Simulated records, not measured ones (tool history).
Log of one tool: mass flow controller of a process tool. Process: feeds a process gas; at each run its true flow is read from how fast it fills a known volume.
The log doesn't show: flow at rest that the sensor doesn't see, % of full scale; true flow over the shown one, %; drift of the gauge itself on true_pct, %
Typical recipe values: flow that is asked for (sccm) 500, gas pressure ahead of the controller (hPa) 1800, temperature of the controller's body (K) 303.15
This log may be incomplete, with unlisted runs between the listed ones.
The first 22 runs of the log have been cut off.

run      day  flow that is asked for (sccm)  gas pressure ahead of the controller (hPa)  temperature of the controller's body (K)  hours of work since the controller was set to zero  hours of work since the controller was changed  true flow (%)
 23   86.821                            412                                        2240                                    298.15                                                 697                                             697          99.73
 24     91.4                            412                                        2010                                    298.15                                                 751                                             751          99.51
 25   94.567                            412                                        2010                                    298.15                                                 789                                             789          99.55
 26   96.871                            412                                        2010                                    298.15                                                 816                                             816          99.54
 27   99.946                            557                                        2010                                    309.15                                                 852                                             852         100.72
 28  104.042                            315                                        2010                                    303.15                                                 901                                             901          99.86
 29  107.842                            102                                        2010                                    296.15                                                 946                                             946          99.05
 30  111.638                            500                                        1800                                    307.15                                                 991                                             991         100.31
 31  115.662                            367                                        1590                                    300.15                                                1039                                            1039          99.58

Branching from run 31: 5 alternative next runs. What would each branch give?
  A  120.458                            367                                        1470                                    305.15                                                1096                                            1096              ?
  B  120.458                            177                                        1690                                    308.15                                                1096                                            1096              ?
  C  120.458                            210                                        2700                                    309.15                                                1096                                            1096              ?
  D  120.458                            501                                        1870                                    303.15                                                1096                                            1096              ?
  E  120.458                            697                                        1590                                    311.15                                                1096                                            1096              ?

run  true flow (%)
  A          99.94
  B         100.23
  C         100.78
  D         100.03
  E         100.83
Without the tool's hidden state the same runs would have given:
run  true flow (%)
  A          99.93
  B         100.22
  C         100.77
  D         100.03
  E         100.82
